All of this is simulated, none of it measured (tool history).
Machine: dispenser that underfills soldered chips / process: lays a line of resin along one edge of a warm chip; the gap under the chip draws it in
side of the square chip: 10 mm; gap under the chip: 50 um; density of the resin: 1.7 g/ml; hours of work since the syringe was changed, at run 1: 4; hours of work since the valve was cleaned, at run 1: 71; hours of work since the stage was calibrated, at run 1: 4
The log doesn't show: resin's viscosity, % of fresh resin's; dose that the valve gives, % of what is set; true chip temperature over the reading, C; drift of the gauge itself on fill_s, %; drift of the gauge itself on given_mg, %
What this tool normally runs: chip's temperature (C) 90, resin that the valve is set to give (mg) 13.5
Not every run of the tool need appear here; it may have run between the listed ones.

run,hour,chip's temperature (C),resin that the valve is set to give (mg),hours of work since the syringe was changed,hours of work since the valve was cleaned,hours of work since the stage was calibrated,time until the resin shows at the far edge (s),resin that the valve gave (mg)
1,0,90,13.5,4,71,4,114.6,12.81
2,4.5,90,13.5,7,74,7,145.2,12.81
# hour 7.6: dispensing valve cleaned and set on the balance
# hour 8.6: new syringe of resin
3,10.4,90,13.5,1,2,10,85.7,13.54
4,12.4,90,13.5,2,3,11,96.6,13.59
5,14.8,90,13.8,4,4,13,110.6,13.77
6,17.3,90,13.8,5,6,14,125,13.75
7,20,94,13.5,7,8,16,122.4,13.46
# hour 22.9: new syringe of resin
8,24,94,13.5,1,10,18,68.9,13.49
9,28.1,90,13.5,3,12,21,101.8,13.41
10,31.7,90,16.4,6,15,23,120.6,16.3
11,36.3,90,13.5,8,18,26,160.8,13.34
# hour 37.4: new syringe of resin
12,40.3,86,13.5,2,20,28,110.1,13.34
13,44.6,100,16.2,4,23,31,77.5,15.97
14,49.1,100,16.2,7,25,34,95.8,16.01
# hour 51.9: new syringe of resin
15,53.1,90,16.2,1,28,36,82.2,15.96
16,55.5,90,16.2,2,29,38,93.1,15.89
17,59.8,83,13.9,5,32,40,157.1,13.67
18,62.5,97,15.7,7,34,42,100.8,15.32
# hour 66.4: new syringe of resin
19,67.4,88,16.8,1,37,45,87.5,16.47
20,71.5,88,16.8,3,39,48,106.6,16.42
21,73.9,88,16.8,5,41,49,123,16.44
22,76,88,16.8,6,42,50,137.3,16.37
23,78.6,88,16.8,8,44,52,156.2,16.26
# hour 81: new syringe of resin
24,81.7,90,16.4,0,45,54,79.7,15.99

Alternative continuations, all from the tool just after run 24; predict every row:
A,85.6,77,16.5,3,48,56,?,?
B,85.6,75,12.4,3,48,56,?,?
C,85.6,90,15.9,3,48,56,?,?
D,85.6,90,15.8,3,48,56,?,?
E,85.6,90,12.9,3,48,56,?,?

run,time until the resin shows at the far edge (s),resin that the valve gave (mg)
A,172.2,15.91
B,196.3,12.05
C,98,15.42
D,99.2,15.31
E,98,12.56
With no hidden state in the tool, these same runs would have given:
run,time until the resin shows at the far edge (s),resin that the valve gave (mg)
A,137.2,16.39
B,155.7,12.41
C,77.9,15.88
D,78.9,15.77
E,77.7,12.94

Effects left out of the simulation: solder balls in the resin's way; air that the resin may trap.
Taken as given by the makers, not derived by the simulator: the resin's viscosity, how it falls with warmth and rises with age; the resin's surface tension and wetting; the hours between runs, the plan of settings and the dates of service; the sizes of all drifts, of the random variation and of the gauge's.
